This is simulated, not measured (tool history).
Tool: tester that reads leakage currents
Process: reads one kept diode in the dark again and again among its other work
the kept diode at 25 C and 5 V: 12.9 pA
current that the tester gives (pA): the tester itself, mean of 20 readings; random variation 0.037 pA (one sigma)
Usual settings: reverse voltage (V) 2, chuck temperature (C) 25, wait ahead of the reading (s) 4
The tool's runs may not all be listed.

run	hour	reverse voltage (V)	chuck temperature (C)	wait ahead of the reading (s)	current that the tester gives (pA)
1	0	2	25	4	8.09
2	31.2	2	25	4	8.1
3	48.8	2	25	4	8.08
4	75.3	2	25	4	8.06
5	88.7	2	25	4	8.11
6	101.7	2	25	4	8.05
7	124.3	2	51	4	52.78
8	139.4	2	51	4	52.48
9	167.7	2	51	4	52.61
10	198.7	2	51	4	52.76
11	228	2	51	4	52.61
12	243.3	2	44	4	32.8
13	270.7	2	44	4	32.7
14	299.1	2	44	4	32.67
15	314.8	2	25	4	8.05
16	330.2	2	45	4	35.07
17	348.6	3.2	25	4	10.46
18	373.4	2	25	4	8.1
19	400	2	25	4	8.08
20	431.3	2	25	4	8.1
21	447	10.12	24	9.98	17.97
22	466.4	10.12	24	9.98	17.93
23	484.4	2.43	24	6.66	8.24
24	515.2	2.43	24	6.66	8.26
25	538.2	2	25	4	8
26	566.4	2	25	4	8.09
27	594.5	14.8	25	4	24.32
28	615.7	4.73	51	0.46	86.13
29	631.5	4.73	51	0.46	86.03
30	651.6	1.3	23	0.87	5.79
31	674.9	1.3	25	0.54	6.93
32	704.5	1.3	25	0.54	6.91
33	727.9	1.3	25	0.54	6.88
34	758.9	3.37	52	1.31	75.07
35	790	14.93	32	0.43	49
36	809.8	2	51	4	52.68
37	825.5	2	51	4	52.63
38	846.8	2	51	4	52.79
39	871.7	2	51	4	52.84
40	887.9	3.93	27	4	13.63

Taken out of this log: 1 entry between the listed runs. Where each belongs, and how the hidden state differs across it:
Between runs 15 and 16: chuck's temperature calibrated (hour 322.9)
  no hidden state differs between the two runs

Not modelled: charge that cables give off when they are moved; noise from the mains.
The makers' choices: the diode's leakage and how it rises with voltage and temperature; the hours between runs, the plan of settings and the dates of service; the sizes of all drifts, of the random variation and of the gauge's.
